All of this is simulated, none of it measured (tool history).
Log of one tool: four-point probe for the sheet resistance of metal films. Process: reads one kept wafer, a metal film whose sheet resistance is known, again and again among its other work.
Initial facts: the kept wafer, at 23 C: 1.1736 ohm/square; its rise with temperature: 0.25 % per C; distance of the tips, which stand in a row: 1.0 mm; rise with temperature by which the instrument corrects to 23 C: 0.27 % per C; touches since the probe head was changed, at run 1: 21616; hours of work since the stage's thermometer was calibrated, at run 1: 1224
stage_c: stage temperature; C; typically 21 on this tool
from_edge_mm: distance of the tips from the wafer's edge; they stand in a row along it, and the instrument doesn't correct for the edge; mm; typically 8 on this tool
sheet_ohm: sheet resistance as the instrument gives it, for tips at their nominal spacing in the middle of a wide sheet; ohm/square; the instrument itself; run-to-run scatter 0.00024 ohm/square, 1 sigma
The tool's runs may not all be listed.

| run | hour | stage_c | from_edge_mm | touches since the probe head was changed | hours of work since the stage's thermometer was calibrated | sheet_ohm |
|---|---|---|---|---|---|---|
| 1 | 0 | 21 | 8 | 21616 | 1224 | 1.183986 |
| 2 | 30.5 | 22 | 8 | 22462 | 1243 | 1.183877 |
| 3 | 69.5 | 22 | 8 | 23543 | 1267 | 1.183341 |
| 4 | 92.4 | 22 | 8 | 24179 | 1282 | 1.18382 |
| 5 | 128.4 | 21 | 42 | 25177 | 1304 | 1.174282 |
| 6 | 181 | 21 | 42 | 26635 | 1337 | 1.174309 |
| 7 | 229.8 | 21 | 42 | 27991 | 1368 | 1.173955 |
| 8 | 261.6 | 28 | 42 | 28872 | 1388 | 1.17321 |
| 9 | 284.9 | 28 | 42 | 29518 | 1403 | 1.173785 |
| 10 | 308.5 | 28 | 42 | 30174 | 1418 | 1.173059 |
| 11 | 353 | 28 | 42 | 31407 | 1445 | 1.173506 |
| 12 | 400.6 | 21 | 8 | 32727 | 1475 | 1.184094 |
| 13 | 432.3 | 21 | 8 | 33607 | 1495 | 1.183844 |
|  | 455.1 | stage's thermometer calibrated |
| 14 | 470 | 21 | 8 | 34639 | 9 | 1.183931 |
| 15 | 495.6 | 21 | 13 | 35350 | 25 | 1.178402 |
| 16 | 549.2 | 21 | 13 | 36837 | 59 | 1.177671 |
| 17 | 601.7 | 21 | 13 | 38291 | 92 | 1.177715 |
| 18 | 641.3 | 21 | 13 | 39390 | 117 | 1.177839 |
| 19 | 669.8 | 26 | 8 | 40181 | 135 | 1.182573 |
| 20 | 695.6 | 26 | 8 | 40897 | 151 | 1.182615 |
| 21 | 740.5 | 26 | 8 | 42142 | 179 | 1.183042 |
| 22 | 785.6 | 26 | 8 | 43393 | 208 | 1.183351 |
| 23 | 815.4 | 32 | 8 | 44220 | 226 | 1.182068 |
| 24 | 847.9 | 19 | 4 | 45120 | 247 | 1.212348 |
| 25 | 875.2 | 20 | 72 | 45879 | 264 | 1.174278 |
| 26 | 916.5 | 26 | 9 | 47025 | 290 | 1.181057 |
| 27 | 963.5 | 21 | 4 | 48328 | 319 | 1.211806 |
| 28 | 992.9 | 21 | 4 | 49145 | 338 | 1.212117 |
| 29 | 1020.3 | 21 | 4 | 49902 | 355 | 1.212451 |
| 30 | 1074.4 | 31 | 38 | 51403 | 389 | 1.173062 |
| 31 | 1123.3 | 31 | 38 | 52761 | 420 | 1.173108 |
| 32 | 1163.5 | 24 | 4 | 53875 | 445 | 1.211974 |
| 33 | 1203 | 32 | 12 | 54971 | 470 | 1.176982 |
| 34 | 1234.2 | 32 | 12 | 55836 | 489 | 1.1764 |
| 35 | 1282.5 | 32 | 12 | 57178 | 520 | 1.176633 |
| 36 | 1330.6 | 19 | 42 | 58510 | 550 | 1.174643 |
| 37 | 1378.8 | 34 | 8 | 59846 | 580 | 1.181566 |
| 38 | 1431.8 | 21 | 9 | 61317 | 614 | 1.181491 |
| 39 | 1482.2 | 24 | 20 | 62715 | 645 | 1.175568 |
| 40 | 1512.5 | 24 | 20 | 63557 | 664 | 1.174911 |
| 41 | 1534.6 | 24 | 20 | 64170 | 678 | 1.175251 |
| 42 | 1586.5 | 23 | 22 | 65609 | 711 | 1.1751 |
| 43 | 1620.5 | 23 | 22 | 66553 | 732 | 1.174971 |
| 44 | 1645 | 23 | 22 | 67231 | 747 | 1.175285 |
| 45 | 1691.1 | 23 | 22 | 68511 | 776 | 1.175069 |

How the hidden state differs across the entries between the runs, from the last listed run before each to the first after it:
Run 13 -> run 14: stage's thermometer calibrated (hour 455.1)
  no hidden state differs between the two runs

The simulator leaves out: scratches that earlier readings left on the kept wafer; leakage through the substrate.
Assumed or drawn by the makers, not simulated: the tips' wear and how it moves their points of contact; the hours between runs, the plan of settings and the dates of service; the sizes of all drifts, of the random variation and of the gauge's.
